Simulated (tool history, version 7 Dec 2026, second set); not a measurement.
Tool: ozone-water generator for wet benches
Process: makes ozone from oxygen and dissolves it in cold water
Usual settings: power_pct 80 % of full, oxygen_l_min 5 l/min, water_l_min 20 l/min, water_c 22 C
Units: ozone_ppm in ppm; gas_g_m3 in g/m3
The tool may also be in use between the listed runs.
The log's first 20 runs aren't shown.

run,day,power_pct,oxygen_l_min,water_l_min,water_c,ozone_ppm,gas_g_m3
21,94.658,92,5,25,16,20.6,207.3
# day 94.942: water thermometer calibrated
22,98.254,90,5.79,22,22,21.3,193.8
23,104.288,72,2.64,26,22,12.8,224.5
24,110.217,80,6.61,31,22,15.2,169.9
25,113.542,45,7.15,19,16,18.7,124.3
# day 118.504: water thermometer calibrated, once more
26,118.704,42,3.35,29,15,10.2,154.2
27,124.271,87,3.35,16,26,21.7,220
28,128.658,54,6.16,20,18,18.4,141.3
29,134.192,54,6.16,20,18,18.2,138.8
30,137.596,54,6.16,20,18,18.1,139.5
31,141.071,80,8.55,20,25,19.6,149.2
32,145.521,62,8.55,28,17,15.6,132.5

5 ways to go on from here, each from the tool as it stands after run 32. What would each give?
A,148.092,68,7.73,20,22,?,?
B,148.092,44,6.54,23,17,?,?
C,148.092,80,5,16,22,?,?
D,148.092,85,2.56,28,17,?,?
E,148.092,62,8.55,25,17,?,?

run,ozone_ppm,gas_g_m3
A,19.1,141.7
B,14.8,122.2
C,22.9,176.5
D,12.2,228.6
E,16.9,131.9
Without the tool's hidden state the same runs would have given:
run,ozone_ppm,gas_g_m3
A,26,188.9
B,18.9,152.1
C,31.9,241.4
D,17.3,315.5
E,22.9,172.9
